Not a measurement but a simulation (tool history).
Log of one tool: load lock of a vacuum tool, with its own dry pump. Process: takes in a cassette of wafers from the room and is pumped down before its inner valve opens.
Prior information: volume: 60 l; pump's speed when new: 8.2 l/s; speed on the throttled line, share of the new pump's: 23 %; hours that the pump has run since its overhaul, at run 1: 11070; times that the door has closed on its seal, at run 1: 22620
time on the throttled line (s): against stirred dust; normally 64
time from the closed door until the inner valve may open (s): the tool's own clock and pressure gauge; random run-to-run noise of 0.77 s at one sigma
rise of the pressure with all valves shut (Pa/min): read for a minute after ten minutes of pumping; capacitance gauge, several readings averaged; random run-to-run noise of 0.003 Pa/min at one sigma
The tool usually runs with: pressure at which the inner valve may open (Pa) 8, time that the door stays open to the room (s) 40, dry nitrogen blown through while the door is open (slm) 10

run,hour,time on the throttled line (s),pressure at which the inner valve may open (Pa),time that the door stays open to the room (s),dry nitrogen blown through while the door is open (slm),hours that the pump has run since its overhaul,times that the door has closed on its seal,"incoming humidity of the room's air, %",time from the closed door until the inner valve may open (s),rise of the pressure with all valves shut (Pa/min)
1,0,64,8,40,10,11070,22620,44.9,124.8,0.214
2,240.1,64,8,40,10,11311,23532,44.7,124.7,0.224
3,600.2,64,8,40,10,11671,24900,46.5,125.7,0.236
4,800.6,64,8,40,10,11871,25662,46.1,126.6,0.244
5,971.6,64,8,40,10,12042,26311,43.4,125.3,0.251
6,1169.8,64,8,40,10,12240,27064,49,126.7,0.262
7,1579.5,64,16,174,10,12650,28621,44.8,120,0.322
8,1831.7,64,8,74,22,12902,29579,46.9,126.2,0.288
9,2060.4,82,7,50,5,13131,30448,48.1,140.5,0.314
10,2268.9,35,8,34,10,13339,31240,45.2,105.6,0.305

Run 11, settings as shown, results not yet in. Your forecast:
11,2601.4,35,8,34,10,13672,32504,48.1,?,?

time from the closed door until the inner valve may open (s): 104.7
rise of the pressure with all valves shut (Pa/min): 0.33
The same run, on a tool lacking any hidden state, would have yielded time from the closed door until the inner valve may open (s) 94.7, rise of the pressure with all valves shut (Pa/min) 0.056.
